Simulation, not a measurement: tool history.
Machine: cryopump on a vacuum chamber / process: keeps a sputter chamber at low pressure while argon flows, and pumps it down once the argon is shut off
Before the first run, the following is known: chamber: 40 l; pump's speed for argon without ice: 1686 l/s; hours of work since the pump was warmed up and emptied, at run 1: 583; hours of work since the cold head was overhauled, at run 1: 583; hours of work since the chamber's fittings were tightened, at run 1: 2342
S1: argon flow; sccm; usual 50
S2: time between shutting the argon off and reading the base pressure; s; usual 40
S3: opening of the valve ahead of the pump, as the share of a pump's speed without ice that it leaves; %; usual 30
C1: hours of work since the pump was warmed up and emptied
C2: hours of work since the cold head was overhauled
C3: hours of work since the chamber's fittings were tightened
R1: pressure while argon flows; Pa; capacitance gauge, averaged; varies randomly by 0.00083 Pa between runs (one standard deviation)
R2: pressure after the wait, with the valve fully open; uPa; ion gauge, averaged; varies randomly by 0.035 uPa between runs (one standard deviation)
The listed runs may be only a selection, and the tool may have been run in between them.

Run 1, hour 0: usual settings; C1 583; C2 583; C3 2342. Result: R1 0.1755 Pa, R2 3.55 uPa.
Run 2, hour 11.4: usual settings but S1 39 sccm; C1 592; C2 592; C3 2351. Result: R1 0.1361 Pa, R2 3.51 uPa.
Run 3, hour 26.3: usual settings; C1 604; C2 604; C3 2363. Result: R1 0.1756 Pa, R2 3.68 uPa.
Run 4, hour 36.3: usual settings but S2 234 s; C1 612; C2 612; C3 2371. Result: R1 0.178 Pa, R2 2.2 uPa.
Run 5, hour 46.7: usual settings but S2 234 s; C1 620; C2 620; C3 2379. Result: R1 0.1777 Pa, R2 2.23 uPa.
At hour 57.1: pump warmed up, emptied and cooled again.
Run 6, hour 71.2: usual settings but S2 234 s; C1 11; C2 635; C3 2395. Result: R1 0.1674 Pa, R2 1.95 uPa.
Run 7, hour 81.6: usual settings but S2 234 s; C1 19; C2 644; C3 2403. Result: R1 0.1682 Pa, R2 2.02 uPa.
Run 8, hour 90.3: usual settings; C1 26; C2 650; C3 2410. Result: R1 0.1662 Pa, R2 3.49 uPa.
Run 9, hour 103.3: usual settings but S2 245 s; C1 37; C2 661; C3 2420. Result: R1 0.1666 Pa, R2 2 uPa.
Run 10, hour 113: usual settings but S1 65 sccm, S2 255 s, S3 24 %; C1 44; C2 668; C3 2428. Result: R1 0.2734 Pa, R2 1.97 uPa.
Run 11, hour 127.7: usual settings but S1 48 sccm, S3 22 %; C1 56; C2 680; C3 2439. Result: R1 0.2192 Pa, R2 3.37 uPa.
Run 12, hour 146.8: usual settings but S3 49 %; C1 71; C2 695; C3 2455. Result: R1 0.1037 Pa, R2 3.49 uPa.
Run 13, hour 164.3: usual settings but S3 58 %; C1 85; C2 709; C3 2468. Result: R1 0.0876 Pa, R2 3.49 uPa.
Run 14, hour 173.5: usual settings but S3 58 %; C1 92; C2 716; C3 2476. Result: R1 0.0874 Pa, R2 3.5 uPa.
Run 15, hour 184.7: usual settings but S3 58 %; C1 101; C2 725; C3 2485. Result: R1 0.0873 Pa, R2 3.57 uPa.

What if the next run were any one of these 4? Each begins from the tool's condition after run 15:
At hour 205.7: leaking fittings of the chamber tightened, without venting.
Run A, hour 205.7: usual settings but S2 27 s; C1 116; C2 740; C3 0. Result: R1 ?, R2 ?.
At hour 205.7: leaking fittings of the chamber tightened, without venting.
Run B, hour 205.7: usual settings but S1 58 sccm, S2 26 s, S3 59 %; C1 116; C2 740; C3 0. Result: R1 ?, R2 ?.
At hour 205.7: leaking fittings of the chamber tightened, without venting.
Run C, hour 205.7: usual settings but S1 61 sccm; C1 116; C2 740; C3 0. Result: R1 ?, R2 ?.
At hour 205.7: leaking fittings of the chamber tightened, without venting.
Run D, hour 205.7: usual settings but S2 50 s, S3 27 %; C1 116; C2 740; C3 0. Result: R1 ?, R2 ?.

run      R1    R2
  A  0.1692  2.81
  B  0.1008  2.88
  C   0.207  1.92
  D  0.1886   1.6
Take away the tool's hidden state, keep each run's random variation, and the runs would have read:
run      R1    R2
  A  0.1672   2.8
  B  0.0986  2.87
  C  0.2046  1.91
  D  0.1866  1.59

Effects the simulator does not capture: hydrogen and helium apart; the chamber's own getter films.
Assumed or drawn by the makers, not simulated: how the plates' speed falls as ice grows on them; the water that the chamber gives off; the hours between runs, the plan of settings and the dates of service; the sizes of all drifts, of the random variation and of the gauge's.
